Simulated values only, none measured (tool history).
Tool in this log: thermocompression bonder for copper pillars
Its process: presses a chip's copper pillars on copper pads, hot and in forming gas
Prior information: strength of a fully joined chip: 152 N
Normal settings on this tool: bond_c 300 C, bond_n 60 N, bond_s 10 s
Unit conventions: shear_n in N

run	hour	bond_c	bond_n	bond_s	shear_n
1	0	300	60	10	79.9
2	11.9	300	60	10	80.6
3	30.7	300	60	10	80.1
4	46.9	300	55	10	77.1
5	62.4	300	55	10	76.3
6	83.1	300	60	10	77.1
# hour 91.3: forming gas filter changed
7	101.2	300	60	10	87.3
8	114.7	300	60	10	87.2
9	126.4	300	60	10	87.5
10	146.1	300	60	10	86.1
11	161.9	300	60	10	85.7
12	172.8	300	60	10	85.8
13	191.4	300	60	10	84.8
14	201.4	300	60	17	101
15	214.7	300	60	17	97.7
16	229.8	300	60	17	98.9
17	246.7	300	60	10	84.5
18	259.8	300	60	10	82
19	269.2	300	60	10	80.7
20	283.9	300	60	10	81.1
21	293	329	55	10	100.4
22	304	300	60	14	89.5
23	322.4	290	63	14	84.8
24	341.2	295	64	13	87.3
25	360.5	295	64	13	84.7
26	381.3	303	53	8	69.3
27	398.7	303	53	8	70.2
28	418.6	303	53	8	66.7
29	431.5	308	43	6	56
# hour 435.6: forming gas filter changed
30	451.7	278	43	6	43.2
31	469	287	78	10	87.2
32	483	287	78	10	87.3
33	503.1	320	49	10	89.2
34	518.9	295	54	18	89.2
35	538.2	317	55	7	84.1
36	552	270	72	14	72.4
37	568.4	322	45	25	109.6
38	580	322	45	25	110.4
39	600.1	300	40	10	62.4

Run by run, hidden condition taken away, random variation retained:
Hidden state present: true temperature of the bond over the reading, C; force that reaches the chip, % of what is set; oxide that the forming gas leaves, % of the face; drift of the gauge itself on shear_n, %.
run	shear_n
1	87.7
2	88.8
3	89
4	85.9
5	85.8
6	87.3
7	89.2
8	89.4
9	90.1
10	89.3
11	89.5
12	89.9
13	89.5
14	106.6
15	103.8
16	105.6
17	91
18	88.8
19	87.7
20	88.7
21	109.5
22	98.3
23	93.9
24	97.3
25	95.2
26	78.8
27	80.3
28	77
29	65.1
30	45.4
31	91.2
32	91.8
33	94.1
34	94.8
35	90
36	78.5
37	117.4
38	118.7
39	69

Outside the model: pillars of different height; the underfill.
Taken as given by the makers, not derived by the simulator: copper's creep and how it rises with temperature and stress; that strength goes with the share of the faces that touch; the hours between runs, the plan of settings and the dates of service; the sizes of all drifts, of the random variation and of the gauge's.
